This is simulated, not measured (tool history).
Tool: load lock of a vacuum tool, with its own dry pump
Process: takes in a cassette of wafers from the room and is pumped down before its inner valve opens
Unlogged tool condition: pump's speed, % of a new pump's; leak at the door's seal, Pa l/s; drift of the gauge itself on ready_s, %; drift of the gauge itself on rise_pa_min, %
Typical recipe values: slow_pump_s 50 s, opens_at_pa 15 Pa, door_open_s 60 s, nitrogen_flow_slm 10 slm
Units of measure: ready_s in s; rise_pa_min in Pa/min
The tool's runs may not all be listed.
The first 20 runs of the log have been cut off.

run     hour  slow_pump_s  opens_at_pa  door_open_s  nitrogen_flow_slm  hours that the pump has run since its overhaul  times that the door has closed on its seal  incoming humidity of the room's air, %  ready_s  rise_pa_min
 21   7805.3           50           26           88                 10                                            9508                                       31647                                    47.7     95.6        0.106
 22   8238.5           34           13           41                  7                                            9941                                       33343                                    43.3     88.5        0.108
 23     8509           34           13           41                  7                                           10212                                       34402                                    48.3     88.1        0.122
 24     8959           33           13           70                  5                                           10662                                       36164                                    45.8     87.5        0.135
 25   9294.6           33           13           70                  5                                           10997                                       37477                                    47.9     88.2        0.142
 26   9746.1           96           15           60                 10                                           11449                                       39245                                    43.8    136.6        0.132
 27  10035.2           29           15           91                 10                                           11738                                       40377                                    44.9     84.5        0.149
 28  10256.3           29           15           91                 10                                           11959                                       41243                                    49.1     83.6        0.155
 29  10765.1           63           15           60                 20                                           12468                                       43234                                    42.5    110.9        0.149
 30  11103.9           28           10          166                 20                                           12807                                       44561                                    44.6     86.6        0.162
 31    11409           60           15           60                 28                                           13112                                       45755                                    45.9    108.4        0.155
 32  11834.1           60           15           60                 28                                           13537                                       47419                                    42.3    108.5        0.163
 33  12233.6           93           22           97                 44                                           13936                                       48984                                      47    131.3        0.174
 34    12763           43           22           97                 10                                           14466                                       51056                                    42.5     93.3          0.2
 35  13119.3           50           15           35                 39                                           14822                                       52451                                    45.7    100.9        0.195
 36  13454.3           48           10           37                 13                                           15157                                       53763                                    46.9    103.1        0.205
 37  13715.9           48           10           37                 13                                           15419                                       54787                                    42.9    102.9        0.208

Here are 3 independent what-if runs from the current tool condition. What would each one return?
  A  13947.4           36           10           37                 13                                           15650                                       55693                                    44.7        ?            ?
  B  13947.4           82           13           58                 13                                           15650                                       55693                                    48.2        ?            ?
  C  13947.4           31           10          103                 13                                           15650                                       55693                                    44.7        ?            ?

run  ready_s  rise_pa_min
  A     94.5        0.218
  B    126.8        0.221
  C     90.1        0.225
Without the tool's unlogged condition, the same runs would have read:
run  ready_s  rise_pa_min
  A     88.6        0.018
  B    122.2        0.021
  C     84.2        0.027

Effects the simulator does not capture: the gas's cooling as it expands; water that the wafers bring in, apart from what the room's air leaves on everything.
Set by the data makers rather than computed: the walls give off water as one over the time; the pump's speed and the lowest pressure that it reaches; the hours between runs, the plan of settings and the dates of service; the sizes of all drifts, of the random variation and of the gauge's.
